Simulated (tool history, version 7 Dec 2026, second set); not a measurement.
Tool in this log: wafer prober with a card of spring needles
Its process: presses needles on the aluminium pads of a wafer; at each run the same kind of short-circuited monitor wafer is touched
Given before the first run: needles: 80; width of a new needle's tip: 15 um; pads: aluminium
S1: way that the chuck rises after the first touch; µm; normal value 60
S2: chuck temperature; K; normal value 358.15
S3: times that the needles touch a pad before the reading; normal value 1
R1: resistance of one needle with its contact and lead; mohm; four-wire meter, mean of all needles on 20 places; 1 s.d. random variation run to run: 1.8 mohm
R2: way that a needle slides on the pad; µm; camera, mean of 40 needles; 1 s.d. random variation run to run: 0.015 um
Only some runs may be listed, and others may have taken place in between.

{"run": 1, "hour": 0.0, "S1": 60, "S2": 358.15, "S3": 1, "R1": 201, "R2": 9.78}
{"hour": 2.5, "done": "tips cleaned on abrasive film"}
{"hour": 6.6, "done": "tips cleaned on abrasive film"}
{"hour": 10.8, "done": "tips cleaned on abrasive film"}
{"hour": 14.9, "done": "tips cleaned on abrasive film"}
{"hour": 18.2, "done": "tips cleaned on abrasive film"}
{"hour": 22.3, "done": "tips cleaned on abrasive film"}
{"run": 2, "hour": 24.7, "S1": 60, "S2": 358.15, "S3": 1, "R1": 204, "R2": 9.73}
{"hour": 26.4, "done": "tips cleaned on abrasive film"}
{"hour": 27.5, "done": "height of the first contact set anew"}
{"hour": 30.0, "done": "tips cleaned on abrasive film"}
{"hour": 34.1, "done": "tips cleaned on abrasive film"}
{"hour": 38.3, "done": "tips cleaned on abrasive film"}
{"hour": 42.4, "done": "tips cleaned on abrasive film"}
{"hour": 46.5, "done": "tips cleaned on abrasive film"}
{"hour": 49.8, "done": "tips cleaned on abrasive film"}
{"hour": 53.9, "done": "tips cleaned on abrasive film"}
{"hour": 58.1, "done": "tips cleaned on abrasive film"}
{"hour": 62.2, "done": "tips cleaned on abrasive film"}
{"hour": 66.3, "done": "tips cleaned on abrasive film"}
{"hour": 70.4, "done": "tips cleaned on abrasive film"}
{"run": 3, "hour": 71.8, "S1": 60, "S2": 358.15, "S3": 1, "R1": 203, "R2": 9.51}
{"hour": 74.3, "done": "tips cleaned on abrasive film"}
{"hour": 78.4, "done": "tips cleaned on abrasive film"}
{"hour": 81.7, "done": "tips cleaned on abrasive film"}
{"hour": 85.9, "done": "tips cleaned on abrasive film"}
{"hour": 90.0, "done": "tips cleaned on abrasive film"}
{"hour": 93.3, "done": "tips cleaned on abrasive film"}
{"run": 4, "hour": 94.7, "S1": 60, "S2": 358.15, "S3": 1, "R1": 204, "R2": 9.47}
{"hour": 97.2, "done": "tips cleaned on abrasive film"}
{"hour": 101.3, "done": "tips cleaned on abrasive film"}
{"hour": 105.5, "done": "tips cleaned on abrasive film"}
{"hour": 109.6, "done": "tips cleaned on abrasive film"}
{"hour": 113.7, "done": "tips cleaned on abrasive film"}
{"hour": 117.0, "done": "tips cleaned on abrasive film"}
{"hour": 120.6, "done": "tips cleaned on abrasive film"}
{"run": 5, "hour": 120.6, "S1": 60, "S2": 358.15, "S3": 1, "R1": 193, "R2": 9.39}
{"hour": 124.7, "done": "tips cleaned on abrasive film"}
{"hour": 128.9, "done": "tips cleaned on abrasive film"}
{"hour": 132.2, "done": "tips cleaned on abrasive film"}
{"hour": 136.3, "done": "tips cleaned on abrasive film"}
{"hour": 140.4, "done": "tips cleaned on abrasive film"}
{"hour": 140.7, "done": "height of the first contact set anew"}
{"hour": 144.8, "done": "tips cleaned on abrasive film"}
{"hour": 148.9, "done": "tips cleaned on abrasive film"}
{"hour": 153.1, "done": "tips cleaned on abrasive film"}
{"hour": 157.2, "done": "tips cleaned on abrasive film"}
{"hour": 160.5, "done": "tips cleaned on abrasive film"}
{"hour": 164.6, "done": "tips cleaned on abrasive film"}
{"hour": 167.9, "done": "tips cleaned on abrasive film"}
{"hour": 172.1, "done": "tips cleaned on abrasive film"}
{"run": 6, "hour": 172.1, "S1": 60, "S2": 358.15, "S3": 1, "R1": 192, "R2": 9.95}
{"hour": 175.4, "done": "tips cleaned on abrasive film"}
{"hour": 179.5, "done": "tips cleaned on abrasive film"}
{"hour": 183.7, "done": "tips cleaned on abrasive film"}
{"hour": 187.8, "done": "tips cleaned on abrasive film"}
{"hour": 191.9, "done": "tips cleaned on abrasive film"}
{"hour": 195.2, "done": "tips cleaned on abrasive film"}
{"hour": 199.3, "done": "tips cleaned on abrasive film"}
{"hour": 203.4, "done": "tips cleaned on abrasive film"}
{"hour": 206.8, "done": "tips cleaned on abrasive film"}
{"hour": 210.9, "done": "tips cleaned on abrasive film"}
{"hour": 214.2, "done": "tips cleaned on abrasive film"}
{"run": 7, "hour": 214.4, "S1": 60, "S2": 358.15, "S3": 1, "R1": 195, "R2": 9.82}
{"hour": 217.8, "done": "tips cleaned on abrasive film"}
{"hour": 221.9, "done": "tips cleaned on abrasive film"}
{"hour": 226.0, "done": "tips cleaned on abrasive film"}
{"hour": 230.1, "done": "tips cleaned on abrasive film"}
{"hour": 233.4, "done": "tips cleaned on abrasive film"}
{"hour": 237.6, "done": "tips cleaned on abrasive film"}
{"hour": 238.7, "done": "height of the first contact set anew, once more"}
{"run": 8, "hour": 241.0, "S1": 60, "S2": 358.15, "S3": 1, "R1": 216, "R2": 10.03}
{"hour": 241.9, "done": "tips cleaned on abrasive film"}
{"hour": 246.0, "done": "tips cleaned on abrasive film"}
{"hour": 249.3, "done": "tips cleaned on abrasive film"}
{"hour": 253.4, "done": "tips cleaned on abrasive film"}
{"hour": 257.6, "done": "tips cleaned on abrasive film"}
{"hour": 261.7, "done": "tips cleaned on abrasive film"}
{"hour": 265.8, "done": "tips cleaned on abrasive film"}
{"hour": 269.1, "done": "tips cleaned on abrasive film"}
{"hour": 273.2, "done": "tips cleaned on abrasive film"}
{"hour": 277.3, "done": "tips cleaned on abrasive film"}
{"hour": 281.5, "done": "tips cleaned on abrasive film"}
{"hour": 285.6, "done": "tips cleaned on abrasive film"}
{"hour": 289.7, "done": "tips cleaned on abrasive film"}
{"hour": 293.4, "done": "tips cleaned on abrasive film"}
{"run": 9, "hour": 293.4, "S1": 70, "S2": 347.15, "S3": 1, "R1": 190, "R2": 11.53}
{"hour": 296.7, "done": "tips cleaned on abrasive film"}
{"hour": 300.8, "done": "tips cleaned on abrasive film"}
{"hour": 304.9, "done": "tips cleaned on abrasive film"}
{"hour": 309.1, "done": "tips cleaned on abrasive film"}
{"hour": 313.2, "done": "tips cleaned on abrasive film"}
{"hour": 316.5, "done": "tips cleaned on abrasive film"}
{"hour": 320.6, "done": "tips cleaned on abrasive film"}
{"hour": 324.7, "done": "tips cleaned on abrasive film"}
{"hour": 328.8, "done": "tips cleaned on abrasive film"}
{"run": 10, "hour": 329.3, "S1": 73, "S2": 327.15, "S3": 1, "R1": 188, "R2": 11.94}
{"hour": 332.6, "done": "tips cleaned on abrasive film"}
{"hour": 336.7, "done": "tips cleaned on abrasive film"}
{"hour": 340.9, "done": "tips cleaned on abrasive film"}
{"hour": 344.2, "done": "tips cleaned on abrasive film"}
{"hour": 348.3, "done": "tips cleaned on abrasive film"}
{"hour": 351.8, "done": "height of the first contact set anew"}
{"hour": 352.7, "done": "tips cleaned on abrasive film"}
{"hour": 356.8, "done": "tips cleaned on abrasive film"}
{"hour": 360.9, "done": "tips cleaned on abrasive film"}
{"hour": 365.1, "done": "tips cleaned on abrasive film"}
{"hour": 369.2, "done": "tips cleaned on abrasive film"}
{"hour": 373.3, "done": "tips cleaned on abrasive film"}
{"run": 11, "hour": 374.3, "S1": 73, "S2": 327.15, "S3": 1, "R1": 189, "R2": 12.08}
{"hour": 376.8, "done": "tips cleaned on abrasive film"}
{"hour": 380.9, "done": "tips cleaned on abrasive film"}
{"hour": 384.2, "done": "tips cleaned on abrasive film"}
{"hour": 388.3, "done": "tips cleaned on abrasive film"}
{"hour": 392.5, "done": "tips cleaned on abrasive film"}
{"hour": 396.6, "done": "tips cleaned on abrasive film"}
{"hour": 400.7, "done": "tips cleaned on abrasive film"}
{"hour": 404.8, "done": "tips cleaned on abrasive film"}
{"hour": 408.2, "done": "tips cleaned on abrasive film"}
{"run": 12, "hour": 408.2, "S1": 43, "S2": 310.15, "S3": 1, "R1": 189, "R2": 7.02}
{"hour": 412.3, "done": "tips cleaned on abrasive film"}
{"hour": 416.4, "done": "tips cleaned on abrasive film"}
{"hour": 420.5, "done": "tips cleaned on abrasive film"}
{"hour": 424.6, "done": "tips cleaned on abrasive film"}
{"hour": 428.0, "done": "tips cleaned on abrasive film"}
{"hour": 432.1, "done": "tips cleaned on abrasive film"}
{"hour": 435.4, "done": "tips cleaned on abrasive film"}
{"hour": 439.5, "done": "tips cleaned on abrasive film"}
{"hour": 443.6, "done": "tips cleaned on abrasive film"}
{"run": 13, "hour": 444.5, "S1": 43, "S2": 310.15, "S3": 1, "R1": 211, "R2": 6.93}
{"hour": 447.0, "done": "tips cleaned on abrasive film"}
{"hour": 450.3, "done": "tips cleaned on abrasive film"}
{"hour": 454.5, "done": "tips cleaned on abrasive film"}
{"hour": 458.6, "done": "tips cleaned on abrasive film"}
{"hour": 462.7, "done": "tips cleaned on abrasive film"}
{"hour": 464.6, "done": "height of the first contact set anew"}
{"hour": 467.1, "done": "tips cleaned on abrasive film"}
{"hour": 470.4, "done": "tips cleaned on abrasive film"}
{"hour": 474.6, "done": "tips cleaned on abrasive film"}
{"hour": 478.7, "done": "tips cleaned on abrasive film"}
{"run": 14, "hour": 481.1, "S1": 54, "S2": 383.15, "S3": 1, "R1": 225, "R2": 8.96}
{"hour": 482.8, "done": "tips cleaned on abrasive film"}
{"hour": 486.9, "done": "tips cleaned on abrasive film"}
{"hour": 491.0, "done": "tips cleaned on abrasive film"}
{"hour": 495.1, "done": "tips cleaned on abrasive film"}
{"hour": 499.2, "done": "tips cleaned on abrasive film"}
{"hour": 503.4, "done": "tips cleaned on abrasive film"}
{"hour": 506.7, "done": "tips cleaned on abrasive film"}
{"hour": 510.8, "done": "tips cleaned on abrasive film"}
{"hour": 514.9, "done": "tips cleaned on abrasive film"}
{"hour": 519.0, "done": "tips cleaned on abrasive film"}
{"hour": 522.9, "done": "tips cleaned on abrasive film"}
{"run": 15, "hour": 522.9, "S1": 72, "S2": 341.15, "S3": 2, "R1": 189, "R2": 11.89}
{"hour": 527.0, "done": "tips cleaned on abrasive film"}
{"hour": 530.3, "done": "tips cleaned on abrasive film"}
{"hour": 534.4, "done": "tips cleaned on abrasive film"}
{"hour": 538.6, "done": "tips cleaned on abrasive film"}
{"hour": 542.7, "done": "tips cleaned on abrasive film"}
{"hour": 546.0, "done": "tips cleaned on abrasive film"}
{"hour": 550.1, "done": "tips cleaned on abrasive film"}
{"hour": 554.2, "done": "tips cleaned on abrasive film"}
{"run": 16, "hour": 557.0, "S1": 72, "S2": 341.15, "S3": 2, "R1": 200, "R2": 11.78}

Predict each of these 3 candidate next runs independently; none follows another, all start after run 16:
{"hour": 557.9, "done": "tips cleaned on abrasive film"}
{"hour": 562.0, "done": "tips cleaned on abrasive film"}
{"hour": 566.1, "done": "tips cleaned on abrasive film"}
{"hour": 570.3, "done": "tips cleaned on abrasive film"}
{"hour": 574.4, "done": "tips cleaned on abrasive film"}
{"hour": 577.1, "done": "height of the first contact set anew"}
{"hour": 578.8, "done": "tips cleaned on abrasive film"}
{"hour": 582.9, "done": "tips cleaned on abrasive film"}
{"hour": 587.0, "done": "tips cleaned on abrasive film"}
{"hour": 591.2, "done": "tips cleaned on abrasive film"}
{"run": "A", "hour": 593.4, "S1": 49, "S2": 358.15, "S3": 1, "R1": "?", "R2": "?"}
{"hour": 557.9, "done": "tips cleaned on abrasive film"}
{"hour": 562.0, "done": "tips cleaned on abrasive film"}
{"hour": 566.1, "done": "tips cleaned on abrasive film"}
{"hour": 570.3, "done": "tips cleaned on abrasive film"}
{"hour": 574.4, "done": "tips cleaned on abrasive film"}
{"hour": 577.1, "done": "height of the first contact set anew"}
{"hour": 578.8, "done": "tips cleaned on abrasive film"}
{"hour": 582.9, "done": "tips cleaned on abrasive film"}
{"hour": 587.0, "done": "tips cleaned on abrasive film"}
{"hour": 591.2, "done": "tips cleaned on abrasive film"}
{"run": "B", "hour": 593.4, "S1": 54, "S2": 327.15, "S3": 2, "R1": "?", "R2": "?"}
{"hour": 557.9, "done": "tips cleaned on abrasive film"}
{"hour": 562.0, "done": "tips cleaned on abrasive film"}
{"hour": 566.1, "done": "tips cleaned on abrasive film"}
{"hour": 570.3, "done": "tips cleaned on abrasive film"}
{"hour": 574.4, "done": "tips cleaned on abrasive film"}
{"hour": 577.1, "done": "height of the first contact set anew"}
{"hour": 578.8, "done": "tips cleaned on abrasive film"}
{"hour": 582.9, "done": "tips cleaned on abrasive film"}
{"hour": 587.0, "done": "tips cleaned on abrasive film"}
{"hour": 591.2, "done": "tips cleaned on abrasive film"}
{"run": "C", "hour": 593.4, "S1": 46, "S2": 341.15, "S3": 2, "R1": "?", "R2": "?"}

run=A R1=225 R2=8.13
run=B R1=206 R2=8.94
run=C R1=212 R2=7.64
Without the tool's unlogged condition, the same runs would have read:
run=A R1=190 R2=8.17
run=B R1=186 R2=8.99
run=C R1=186 R2=7.69
